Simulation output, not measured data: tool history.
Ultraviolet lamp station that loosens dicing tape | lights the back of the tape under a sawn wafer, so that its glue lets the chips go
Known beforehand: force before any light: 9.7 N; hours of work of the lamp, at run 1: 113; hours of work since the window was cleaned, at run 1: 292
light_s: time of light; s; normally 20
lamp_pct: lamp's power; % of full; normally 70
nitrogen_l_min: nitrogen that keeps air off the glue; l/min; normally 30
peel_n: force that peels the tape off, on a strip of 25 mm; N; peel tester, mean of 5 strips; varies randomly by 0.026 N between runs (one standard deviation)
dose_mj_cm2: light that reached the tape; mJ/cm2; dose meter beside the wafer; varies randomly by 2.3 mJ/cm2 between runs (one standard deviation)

| run | hour | light_s | lamp_pct | nitrogen_l_min | hours of work of the lamp | hours of work since the window was cleaned | peel_n | dose_mj_cm2 |
|---|---|---|---|---|---|---|---|---|
| 1 | 0.0 | 20 | 70 | 30 | 113 | 292 | 1.445 | 204 |
| 2 | 3.9 | 20 | 70 | 30 | 115 | 294 | 1.416 | 201 |
| 3 | 8.3 | 20 | 70 | 30 | 117 | 296 | 1.461 | 204 |
| 4 | 12.8 | 20 | 67 | 30 | 120 | 298 | 1.599 | 197 |
| 5 | 21.1 | 20 | 70 | 30 | 124 | 302 | 1.421 | 200 |
| 6 | 27.2 | 16 | 70 | 30 | 127 | 305 | 2.108 | 163 |
| 7 | 33.3 | 20 | 70 | 30 | 130 | 308 | 1.471 | 205 |
| 8 | 41.2 | 20 | 70 | 30 | 134 | 312 | 1.404 | 201 |
| 9 | 47.0 | 13 | 70 | 30 | 137 | 315 | 2.698 | 130 |
| 10 | 52.4 | 20 | 86 | 30 | 139 | 318 | 0.979 | 242 |
| 11 | 59.0 | 20 | 86 | 30 | 143 | 321 | 0.990 | 250 |
| 12 | 64.9 | 20 | 86 | 30 | 146 | 324 | 0.993 | 252 |
| 13 | 68.9 | 20 | 86 | 30 | 148 | 326 | 1.009 | 247 |
|  | 70.3 | window cleaned of glue's vapour |
| 14 | 73.9 | 20 | 86 | 30 | 150 | 2 | 1.001 | 247 |
| 15 | 82.3 | 20 | 70 | 30 | 154 | 6 | 1.523 | 198 |
| 16 | 88.9 | 20 | 70 | 39 | 157 | 9 | 1.289 | 202 |
| 17 | 96.5 | 18 | 70 | 39 | 161 | 13 | 1.566 | 179 |
| 18 | 104.5 | 18 | 70 | 39 | 165 | 17 | 1.602 | 181 |
| 19 | 111.2 | 18 | 70 | 39 | 169 | 20 | 1.559 | 181 |
| 20 | 116.2 | 18 | 70 | 39 | 171 | 23 | 1.563 | 183 |
|  | 124.2 | window cleaned of glue's vapour, once more |
| 21 | 124.5 | 18 | 86 | 39 | 175 | 0 | 1.044 | 226 |
| 22 | 128.1 | 18 | 86 | 39 | 177 | 2 | 1.016 | 224 |
| 23 | 135.6 | 18 | 74 | 27 | 181 | 6 | 1.621 | 196 |
| 24 | 140.7 | 29 | 89 | 27 | 183 | 8 | 0.424 | 378 |
| 25 | 144.5 | 20 | 71 | 30 | 185 | 10 | 1.413 | 208 |
| 26 | 150.5 | 31 | 81 | 13 | 188 | 13 | 0.784 | 366 |
| 27 | 154.3 | 35 | 70 | 30 | 190 | 15 | 0.451 | 362 |
| 28 | 161.4 | 15 | 67 | 30 | 193 | 19 | 2.385 | 149 |
| 29 | 166.1 | 28 | 78 | 16 | 196 | 21 | 0.866 | 320 |
| 30 | 173.1 | 20 | 70 | 30 | 199 | 24 | 1.461 | 207 |
| 31 | 179.3 | 20 | 70 | 30 | 202 | 28 | 1.425 | 200 |
| 32 | 186.0 | 17 | 75 | 9 | 206 | 31 | 2.894 | 187 |
| 33 | 191.6 | 17 | 75 | 9 | 209 | 34 | 2.853 | 182 |
| 34 | 196.4 | 20 | 91 | 51 | 211 | 36 | 0.648 | 265 |
| 35 | 200.1 | 23 | 63 | 30 | 213 | 38 | 1.400 | 206 |
| 36 | 209.1 | 20 | 65 | 30 | 217 | 42 | 1.667 | 187 |
| 37 | 212.7 | 20 | 70 | 30 | 219 | 44 | 1.463 | 202 |
| 38 | 217.4 | 20 | 70 | 30 | 221 | 47 | 1.494 | 204 |
| 39 | 223.7 | 20 | 71 | 55 | 225 | 50 | 1.048 | 208 |
| 40 | 229.9 | 38 | 89 | 15 | 228 | 53 | 0.398 | 487 |
| 41 | 234.3 | 38 | 89 | 15 | 230 | 55 | 0.385 | 485 |
| 42 | 240.1 | 28 | 92 | 10 | 233 | 58 | 0.912 | 372 |
| 43 | 248.7 | 35 | 95 | 18 | 237 | 62 | 0.348 | 474 |
| 44 | 253.3 | 35 | 95 | 18 | 239 | 65 | 0.354 | 477 |

How the hidden state differs across the entries between the runs, from the last listed run before each to the first after it:
In the gap between runs 13 and 14: window cleaned of glue's vapour (hour 70.3)
  lamp's light, % of a new lamp's: 96.5 -> 96.4; light that the window lets through, % of a clean one's: 96.5 -> 95.9
  measured minus no-state result, peel_n: +0.135 -> +0.146 N; dose_mj_cm2: -18 -> -20 mJ/cm2
In the gap between runs 20 and 21: window cleaned of glue's vapour, once more (hour 124.2)
  lamp's light, % of a new lamp's: 96 -> 95.9; light that the window lets through, % of a clean one's: 95.7 -> 99.2
  measured minus no-state result, peel_n: +0.215 -> +0.099 N; dose_mj_cm2: -15 -> -12 mJ/cm2
